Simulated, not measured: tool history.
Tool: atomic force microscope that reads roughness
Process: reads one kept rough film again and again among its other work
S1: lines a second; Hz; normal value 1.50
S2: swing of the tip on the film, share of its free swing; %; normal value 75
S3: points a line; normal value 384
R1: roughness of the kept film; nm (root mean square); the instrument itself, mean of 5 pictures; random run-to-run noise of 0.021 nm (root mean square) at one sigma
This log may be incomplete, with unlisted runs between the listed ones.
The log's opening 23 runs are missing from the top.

Run 24, hour 167.4: usual settings but S1 0.77 Hz, S2 59 %, S3 878. Result: R1 5.441 nm (root mean square).
Run 25, hour 172.7: usual settings but S1 0.85 Hz, S2 85 %, S3 400. Result: R1 4.908 nm (root mean square).
Run 26, hour 182.2: usual settings but S1 0.92 Hz, S2 85 %, S3 880. Result: R1 4.853 nm (root mean square).
Run 27, hour 192.4: usual settings but S1 0.92 Hz, S2 85 %, S3 880. Result: R1 4.875 nm (root mean square).
Run 28, hour 202.3: usual settings but S1 0.61 Hz, S2 76 %. Result: R1 5.101 nm (root mean square).
Run 29, hour 207.7: usual settings but S1 0.54 Hz, S2 68 %, S3 260. Result: R1 5.200 nm (root mean square).
At hour 209.3: height scale calibrated on a step standard, once more.
Run 30, hour 218.8: usual settings but S2 65 %. Result: R1 5.002 nm (root mean square).
Run 31, hour 227.7: usual settings but S1 0.60 Hz. Result: R1 5.050 nm (root mean square).
Run 32, hour 233.2: usual settings but S1 0.91 Hz, S3 672. Result: R1 4.886 nm (root mean square).

Forecast each of these 3 alternatives for the next run:
Run A, hour 238.5: usual settings but S1 3.64 Hz, S3 499. Result: R1 ?.
Run B, hour 238.5: usual settings but S1 1.10 Hz, S2 65 %, S3 920. Result: R1 ?.
Run C, hour 238.5: usual settings but S1 0.91 Hz, S2 78 %, S3 549. Result: R1 ?.

run     R1
  A  4.018
  B  4.980
  C  4.784
With no hidden state in the tool, these same runs would have given:
run     R1
  A  4.388
  B  5.438
  C  5.224
